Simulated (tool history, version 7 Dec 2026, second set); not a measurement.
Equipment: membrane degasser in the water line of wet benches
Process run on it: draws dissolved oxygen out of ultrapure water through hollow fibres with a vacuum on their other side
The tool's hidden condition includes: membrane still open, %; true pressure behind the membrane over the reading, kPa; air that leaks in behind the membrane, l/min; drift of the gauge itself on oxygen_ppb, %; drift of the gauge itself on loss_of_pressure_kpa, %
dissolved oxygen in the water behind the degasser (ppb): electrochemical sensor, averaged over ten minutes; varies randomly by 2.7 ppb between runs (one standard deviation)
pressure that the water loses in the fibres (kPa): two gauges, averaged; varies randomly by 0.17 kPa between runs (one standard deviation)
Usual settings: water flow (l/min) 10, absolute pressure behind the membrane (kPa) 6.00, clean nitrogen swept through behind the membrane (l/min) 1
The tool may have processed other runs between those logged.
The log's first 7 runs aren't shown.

run	day	water flow (l/min)	absolute pressure behind the membrane (kPa)	clean nitrogen swept through behind the membrane (l/min)	hours since the membrane was changed	hours since the vacuum gauge was calibrated	hours since the vacuum lines were made tight	dissolved oxygen in the water behind the degasser (ppb)	pressure that the water loses in the fibres (kPa)
8	39.483	10	6.00	1	3886	7773	1216	265.1	27.52
9	46.483	10	6.00	1	4054	7941	1384	267.1	27.49
10	51.317	10	6.00	1	4170	8057	1500	264.3	27.54
11	57.871	10	6.00	1	4327	8214	1657	260.1	27.36
12	63.025	10	6.00	1	4451	8338	1781	262.8	27.52
13	68.004	10	6.00	1	4570	8457	1901	270.2	27.59
14	74.258	10	6.00	1	4720	8607	2051	265.4	27.87
15	78.292	10	6.00	1	4817	8704	2148	265.0	27.61

Run 16 is up next; what results do you expect?
16	81.654	10	3.63	1	4898	8785	2228	?	?

dissolved oxygen in the water behind the degasser (ppb): 214.7
pressure that the water loses in the fibres (kPa): 27.41
Were there no unlogged condition in the tool, this run, its random variation unchanged, would have produced dissolved oxygen in the water behind the degasser (ppb) 214.3, pressure that the water loses in the fibres (kPa) 27.40.

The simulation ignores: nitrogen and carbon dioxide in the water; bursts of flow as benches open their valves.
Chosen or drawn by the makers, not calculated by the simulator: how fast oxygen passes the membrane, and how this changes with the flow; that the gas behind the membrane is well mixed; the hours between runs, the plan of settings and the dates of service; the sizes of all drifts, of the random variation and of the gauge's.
